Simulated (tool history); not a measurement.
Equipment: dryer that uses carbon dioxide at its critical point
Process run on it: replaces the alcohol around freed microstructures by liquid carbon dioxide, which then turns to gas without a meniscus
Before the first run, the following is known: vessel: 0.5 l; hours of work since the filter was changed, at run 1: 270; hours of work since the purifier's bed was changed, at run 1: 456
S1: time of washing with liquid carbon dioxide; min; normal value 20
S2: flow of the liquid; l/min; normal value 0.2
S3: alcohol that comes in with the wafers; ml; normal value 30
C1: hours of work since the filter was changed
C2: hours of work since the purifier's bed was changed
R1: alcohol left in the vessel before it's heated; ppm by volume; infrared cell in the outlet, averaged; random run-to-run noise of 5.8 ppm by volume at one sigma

run	hour	S1	S2	S3	C1	C2	R1
1	0	20	0.2	30	270	456	527
2	37.8	20	0.2	30	285	471	549
3	72.8	20	0.2	30	298	484	546
4	109.3	20	0.2	30	313	498	563
5	150.9	20	0.2	37	329	514	715
6	186.1	20	0.2	37	342	528	726
7	226.3	20	0.2	37	358	544	732
8	247.5	13	0.299	30	366	552	720
9	295.2	20	0.31	59	385	571	289
10	334.9	20	0.31	59	400	586	310
11	355.7	20	0.132	26	408	594	2296
# hour 365.7: inlet filter changed
12	390	25	0.132	25	9	607	689
13	415.7	13	0.2	30	19	617	1679

Below, some changes in R1 between adjacent runs. For each, the amount present without the hidden state too (settings, incoming material, random variation) and the amount remaining for the hidden state with gauge scatter not shared by both compared results:
Hidden state present: flow that reaches the vessel past the clogged filter, %; alcohol in the recycled carbon dioxide, ppm; drift of the gauge itself on alcohol_ppm, %.
Run 10 -> 11: S2 0.31 -> 0.132, S3 59 -> 26. R1 +1986 ppm by volume: hidden state +885, all else +1101.
Run 11 -> 12: S1 20 -> 25, S3 26 -> 25, inlet filter changed. R1 -1607 ppm by volume: hidden state -914, all else -693.

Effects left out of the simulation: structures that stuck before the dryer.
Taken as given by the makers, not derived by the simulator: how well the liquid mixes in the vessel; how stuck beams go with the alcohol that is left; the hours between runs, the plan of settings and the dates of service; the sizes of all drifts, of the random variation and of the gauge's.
